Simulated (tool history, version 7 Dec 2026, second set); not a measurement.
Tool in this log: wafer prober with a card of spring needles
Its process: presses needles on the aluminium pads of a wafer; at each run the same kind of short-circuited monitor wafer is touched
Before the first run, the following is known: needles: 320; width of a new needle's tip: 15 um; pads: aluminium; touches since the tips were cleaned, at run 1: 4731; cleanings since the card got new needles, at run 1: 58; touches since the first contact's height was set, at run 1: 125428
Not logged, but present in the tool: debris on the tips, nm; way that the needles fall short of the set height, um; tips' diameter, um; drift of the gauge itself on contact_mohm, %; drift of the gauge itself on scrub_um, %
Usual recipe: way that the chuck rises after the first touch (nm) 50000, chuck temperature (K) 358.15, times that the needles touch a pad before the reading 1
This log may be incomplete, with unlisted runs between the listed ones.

| run | hour | way that the chuck rises after the first touch (nm) | chuck temperature (K) | times that the needles touch a pad before the reading | touches since the tips were cleaned | cleanings since the card got new needles | touches since the first contact's height was set | resistance of one needle with its contact and lead (mohm) | way that a needle slides on the pad (nm) |
|---|---|---|---|---|---|---|---|---|---|
| 1 | 0 | 50000 | 358.15 | 1 | 4731 | 58 | 125428 | 276 | 7470 |
|  | 2 | tips cleaned on abrasive film |
| 2 | 8.9 | 50000 | 358.15 | 1 | 4715 | 59 | 131472 | 274 | 7430 |
|  | 10.1 | tips cleaned on abrasive film |
| 3 | 17.5 | 50000 | 358.15 | 1 | 5085 | 60 | 137294 | 280 | 7340 |
|  | 18.7 | tips cleaned on abrasive film |
| 4 | 26.1 | 50000 | 358.15 | 1 | 5083 | 61 | 143098 | 288 | 7430 |
|  | 27.5 | tips cleaned on abrasive film |
|  | 35.6 | tips cleaned on abrasive film |
| 5 | 37.5 | 50000 | 358.15 | 1 | 1317 | 63 | 150787 | 207 | 7340 |
|  | 43.8 | tips cleaned on abrasive film |
| 6 | 50.3 | 50000 | 358.15 | 2 | 4488 | 64 | 159484 | 225 | 7320 |
|  | 52.8 | tips cleaned on abrasive film |
| 7 | 60.3 | 50000 | 358.15 | 1 | 5144 | 65 | 166222 | 293 | 7230 |
|  | 61.4 | tips cleaned on abrasive film |
|  | 69.5 | tips cleaned on abrasive film |
| 8 | 73.2 | 50000 | 358.15 | 1 | 2528 | 67 | 174922 | 247 | 7320 |
|  | 77.9 | tips cleaned on abrasive film |
|  | 86.7 | tips cleaned on abrasive film |
| 9 | 87.7 | 50000 | 346.15 | 1 | 713 | 69 | 184750 | 188 | 7350 |
|  | 95.5 | tips cleaned on abrasive film |
| 10 | 101.3 | 50000 | 346.15 | 1 | 4021 | 70 | 193997 | 267 | 7190 |
|  | 104.4 | tips cleaned on abrasive film |
|  | 113.2 | tips cleaned on abrasive film |
| 11 | 114.5 | 50000 | 358.15 | 1 | 869 | 72 | 202869 | 196 | 7160 |
|  | 121.8 | tips cleaned on abrasive film |
| 12 | 129.7 | 50000 | 330.15 | 2 | 5395 | 73 | 213242 | 236 | 7270 |
|  | 130.8 | tips cleaned on abrasive film |
|  | 138.9 | tips cleaned on abrasive film |
| 13 | 138.9 | 37000 | 302.15 | 1 | 0 | 75 | 219398 | 173 | 5170 |
|  | 147.7 | tips cleaned on abrasive film |
| 14 | 153.3 | 37000 | 302.15 | 1 | 3807 | 76 | 229167 | 366 | 5150 |
|  | 156 | tips cleaned on abrasive film |
| 15 | 162.5 | 67000 | 308.15 | 2 | 4464 | 77 | 235398 | 186 | 9810 |
|  | 164.1 | tips cleaned on abrasive film |
|  | 165.7 | height of the first contact set anew |
| 16 | 170.6 | 50000 | 345.15 | 1 | 4267 | 78 | 3347 | 269 | 7750 |
|  | 172.5 | tips cleaned on abrasive film |
|  | 180.8 | tips cleaned on abrasive film |
| 17 | 188.1 | 51000 | 358.15 | 3 | 4995 | 80 | 15196 | 199 | 7940 |
|  | 189.3 | tips cleaned on abrasive film |
|  | 198.7 | tips cleaned on abrasive film |
| 18 | 200.3 | 52000 | 369.15 | 1 | 1106 | 82 | 23385 | 194 | 8030 |
|  | 206.8 | tips cleaned on abrasive film |
| 19 | 209.6 | 43000 | 345.15 | 1 | 1914 | 83 | 29683 | 244 | 6580 |
|  | 215 | tips cleaned on abrasive film |
| 20 | 222.6 | 50000 | 358.15 | 1 | 5263 | 84 | 38553 | 283 | 7640 |
|  | 223.7 | tips cleaned on abrasive film |
|  | 232.1 | tips cleaned on abrasive film |
| 21 | 235.4 | 58000 | 383.15 | 1 | 2237 | 86 | 47136 | 214 | 8870 |
|  | 241.3 | tips cleaned on abrasive film |
|  | 250.2 | tips cleaned on abrasive film |
| 22 | 251.2 | 50000 | 370.15 | 1 | 680 | 88 | 57807 | 196 | 7510 |

Below, some changes in resistance of one needle with its contact and lead (mohm) between adjacent runs. For each, the amount present without the hidden state too (settings, incoming material, random variation) and the amount remaining for the hidden state with gauge scatter not shared by both compared results:
Run 13 -> 14: tips cleaned on abrasive film. resistance of one needle with its contact and lead (mohm) +193: hidden state +195, all else -2.
Run 14 -> 15: way that the chuck rises after the first touch (nm) 37000 -> 67000, chuck temperature (K) 302.15 -> 308.15, times that the needles touch a pad before the reading 1 -> 2, tips cleaned on abrasive film. resistance of one needle with its contact and lead (mohm) -180: hidden state -172, all else -8.
